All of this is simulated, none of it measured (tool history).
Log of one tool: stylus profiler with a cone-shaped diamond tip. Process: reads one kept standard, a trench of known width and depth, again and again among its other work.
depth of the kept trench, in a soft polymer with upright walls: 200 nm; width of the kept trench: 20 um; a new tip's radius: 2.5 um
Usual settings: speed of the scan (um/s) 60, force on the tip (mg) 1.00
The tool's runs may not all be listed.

run,hour,speed of the scan (um/s),force on the tip (mg),depth of the trench (nm),width of the trench's floor (nm)
1,0.0,60,1.00,201.08,16740
2,48.6,183,1.00,201.10,15750
3,86.0,183,1.00,201.15,15730
4,134.7,60,1.72,201.58,16740
5,160.3,60,1.13,201.29,16680
6,204.7,60,1.13,201.26,16630
7,244.2,60,1.22,201.31,16670
8,296.3,60,1.22,201.46,16600
9,334.8,60,1.14,201.30,16580
10,358.8,60,1.14,201.35,16550
11,414.0,60,1.00,201.29,16510
12,458.0,60,1.00,201.22,16510
# hour 463.9: height scale calibrated on a step standard
13,494.6,60,1.00,201.44,16470
14,549.9,60,1.00,201.37,16430
15,576.4,60,1.00,201.36,16450
# hour 610.2: height scale calibrated on a step standard, once more
16,622.9,60,1.00,200.93,16370
17,665.6,232,1.00,200.90,15040
18,705.2,239,0.39,200.53,13880
19,733.2,60,1.38,201.17,16440
20,773.1,55,1.46,201.28,16430
21,813.2,55,1.46,201.19,16390
22,862.3,55,1.46,201.19,16400
23,886.7,57,0.46,200.57,16100
24,942.5,57,0.46,200.64,16080
25,968.1,57,0.46,200.67,16050
26,1003.3,57,0.46,200.61,16030
27,1051.3,57,0.46,200.72,15990
28,1095.1,174,1.30,201.27,15440
29,1129.0,41,0.58,200.75,16210
30,1173.4,24,1.03,201.04,16400
31,1213.7,226,1.86,201.57,15260
32,1257.0,226,1.86,201.61,15290
33,1286.4,226,1.86,201.45,15230
34,1313.9,97,0.97,201.07,15750

Forecast each of these 5 alternatives for the next run:
# hour 1353.1: new tip fitted, height scale calibrated
A,1354.4,60,2.34,?,?
# hour 1353.1: new tip fitted, height scale calibrated
B,1354.4,82,0.97,?,?
# hour 1353.1: new tip fitted, height scale calibrated
C,1354.4,97,0.57,?,?
# hour 1353.1: new tip fitted, height scale calibrated
D,1354.4,45,0.97,?,?
# hour 1353.1: new tip fitted, height scale calibrated
E,1354.4,97,1.44,?,?

run,depth of the trench (nm),width of the trench's floor (nm)
A,201.44,17780
B,200.83,17430
C,200.52,17060
D,200.88,17680
E,201.04,17450
Without the tool's hidden state the same runs would have given:
run,depth of the trench (nm),width of the trench's floor (nm)
A,201.50,17770
B,200.89,17410
C,200.57,17040
D,200.94,17660
E,201.09,17430
